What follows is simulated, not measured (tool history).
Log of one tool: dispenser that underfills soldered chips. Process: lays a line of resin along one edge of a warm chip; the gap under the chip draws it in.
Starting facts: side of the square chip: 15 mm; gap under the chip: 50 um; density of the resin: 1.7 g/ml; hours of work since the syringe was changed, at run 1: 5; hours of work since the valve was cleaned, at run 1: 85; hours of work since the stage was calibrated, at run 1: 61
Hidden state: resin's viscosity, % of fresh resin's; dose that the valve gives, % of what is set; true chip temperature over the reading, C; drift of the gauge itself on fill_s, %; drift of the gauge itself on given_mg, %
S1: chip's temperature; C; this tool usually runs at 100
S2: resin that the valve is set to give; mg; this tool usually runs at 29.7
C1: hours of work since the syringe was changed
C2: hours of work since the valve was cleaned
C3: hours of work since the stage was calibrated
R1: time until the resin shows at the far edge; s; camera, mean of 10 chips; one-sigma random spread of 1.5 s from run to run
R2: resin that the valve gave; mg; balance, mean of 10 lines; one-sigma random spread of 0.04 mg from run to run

run,day,S1,S2,C1,C2,C3,R1,R2
1,0.000,100,29.7,5,85,61,177.5,28.80
2,0.117,100,29.7,7,87,63,189.9,28.76
3,0.325,100,29.7,10,91,67,212.8,28.80
# day 0.354: new syringe of resin
4,0.533,100,29.7,3,94,70,158.4,28.83
5,0.692,108,29.7,5,96,72,144.3,28.77
6,0.825,99,29.7,8,99,75,197.8,28.82
# day 0.938: dispensing valve cleaned and set on the balance
# day 1.071: new syringe of resin
7,1.083,101,29.7,0,2,78,142.5,29.77
8,1.292,101,33.3,4,6,81,158.1,33.23
9,1.483,101,33.3,7,9,84,173.7,33.27
10,1.583,100,29.7,8,10,86,194.3,29.65
11,1.721,98,29.7,11,13,88,227.5,29.64
# day 1.750: new syringe of resin
12,1.908,98,29.7,3,15,91,164.2,29.60
13,2.062,98,29.7,5,18,94,182.7,29.62
14,2.262,100,29.7,8,21,97,193.2,29.56
# day 2.433: new syringe of resin
15,2.483,100,29.7,1,25,100,152.9,29.48
16,2.629,100,29.7,3,27,103,168.3,29.58
17,2.833,95,26.7,7,30,106,219.0,26.46
18,2.925,95,26.7,8,32,107,230.5,26.54
19,3.017,100,37.2,9,33,109,205.4,36.94
# day 3.108: new syringe of resin
20,3.233,100,37.2,2,37,112,158.2,36.83
21,3.425,100,37.2,5,40,115,175.9,36.74
22,3.562,100,37.2,7,42,118,192.9,36.78
23,3.721,87,26.6,10,44,120,310.8,26.32
# day 3.783: new syringe of resin
24,3.825,87,26.6,1,46,122,218.8,26.29
25,3.921,87,26.6,2,48,123,229.0,26.26
26,4.075,107,29.7,5,50,126,139.7,29.27
27,4.233,104,38.3,7,53,128,167.6,37.59
28,4.371,89,29.4,10,55,131,282.9,28.98
# day 4.454: new syringe of resin
29,4.533,100,32.6,1,57,133,152.1,32.04
30,4.625,95,30.8,3,59,135,187.5,30.43

Hidden state or all else? Some run-to-run changes of R1, split into what the settings, what came in and random variation would give without the hidden state, and what is left for the hidden state (with any gauge scatter that isn't in both results):
Run 11 -> 12: new syringe of resin. R1 -63.3 s: hidden state -57.9, all else -5.4.
Run 22 -> 23: S1 100 -> 87, S2 37.2 -> 26.6. R1 +117.9 s: hidden state +51.8, all else +66.1.
Run 23 -> 24: new syringe of resin. R1 -92.0 s: hidden state -94.8, all else +2.8.
Run 27 -> 28: S1 104 -> 89, S2 38.3 -> 29.4. R1 +115.3 s: hidden state +45.3, all else +70.0.
Run 28 -> 29: S1 89 -> 100, S2 29.4 -> 32.6, new syringe of resin. R1 -130.8 s: hidden state -75.2, all else -55.6.
